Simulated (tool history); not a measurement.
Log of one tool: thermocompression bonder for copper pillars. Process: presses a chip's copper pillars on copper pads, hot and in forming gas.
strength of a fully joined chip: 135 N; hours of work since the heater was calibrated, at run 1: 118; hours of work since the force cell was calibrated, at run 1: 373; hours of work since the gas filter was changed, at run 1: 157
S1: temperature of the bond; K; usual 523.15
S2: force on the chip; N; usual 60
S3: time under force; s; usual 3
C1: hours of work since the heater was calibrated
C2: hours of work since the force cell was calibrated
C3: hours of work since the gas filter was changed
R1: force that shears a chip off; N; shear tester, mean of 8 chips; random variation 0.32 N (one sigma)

run	day	S1	S2	S3	C1	C2	C3	R1
1	0	523.15	60	3	118	373	157	46.8
2	0.642	523.15	74	3	126	382	166	57.6
3	1.133	523.15	60	2	132	388	172	39.6
4	1.754	523.15	62	3	140	396	180	47.6
5	2.438	523.15	60	3	149	404	188	45.9
6	2.829	523.15	60	3	154	409	193	45.9
7	3.442	523.15	60	6	162	417	201	59.6
8	4.008	523.15	60	3	169	424	208	45.7
9	4.592	523.15	60	3	176	432	216	45.8
10	4.967	523.15	60	3	181	436	220	45.9
11	5.45	523.15	60	3	187	443	227	45.3
12	5.858	523.15	60	3	192	448	232	46.1
13	6.596	523.15	60	3	201	457	241	46.3
14	6.971	523.15	41	3	206	462	246	30.5
15	7.725	523.15	41	3	216	471	255	30.1
16	8.529	523.15	41	3	226	482	266	30.1
17	9.371	523.15	41	3	237	492	276	29.9
18	9.917	523.15	41	3	244	499	283	30.5
19	10.575	523.15	41	3	252	507	292	30.4
# day 11.283: forming gas filter changed
20	11.338	523.15	41	3	261	517	1	33
21	11.875	523.15	41	3	268	524	8	33.2
22	12.275	523.15	41	3	273	529	13	32.6
23	12.696	527.15	88	3	279	534	18	73.5
24	13.488	513.15	85	3	289	544	28	60.9
25	14.308	513.15	85	3	299	555	38	61.7
26	15.05	513.15	85	3	308	564	48	61.1
27	15.475	513.15	42	3	314	569	53	29.3
# day 15.596: heater calibrated with a thermocouple chip
28	16.179	513.15	76	4	7	577	61	61.2
29	16.971	513.15	76	4	17	587	71	60.7
# day 17.492: heater calibrated with a thermocouple chip, once more
30	17.508	513.15	76	4	0	593	77	60.4
31	18.125	509.15	85	4	8	601	85	63.7
32	18.558	509.15	85	2	14	606	90	49.3
33	19.262	507.15	68	3	22	615	99	44.6
34	19.708	501.15	60	3	28	621	105	36.1
35	20.517	501.15	60	3	38	631	115	35.6
36	21.183	538.15	60	3	47	640	123	57.1
37	21.662	500.15	60	2	53	646	129	29.7
38	22.425	520.15	39	3	63	655	139	29.1
39	23.1	529.15	38	3	71	664	148	32.2
40	23.533	529.15	38	3	77	669	153	32

Forecast each of these 3 alternatives for the next run:
A	24.117	545.15	79	4	84	677	161	?
B	24.117	529.15	53	3	84	677	161	?
C	24.117	517.15	38	2	84	677	161	?

run	R1
A	84.1
B	45.7
C	22.5
Without the tool's hidden state the same runs would have given:
run	R1
A	84.1
B	44.8
C	21.9
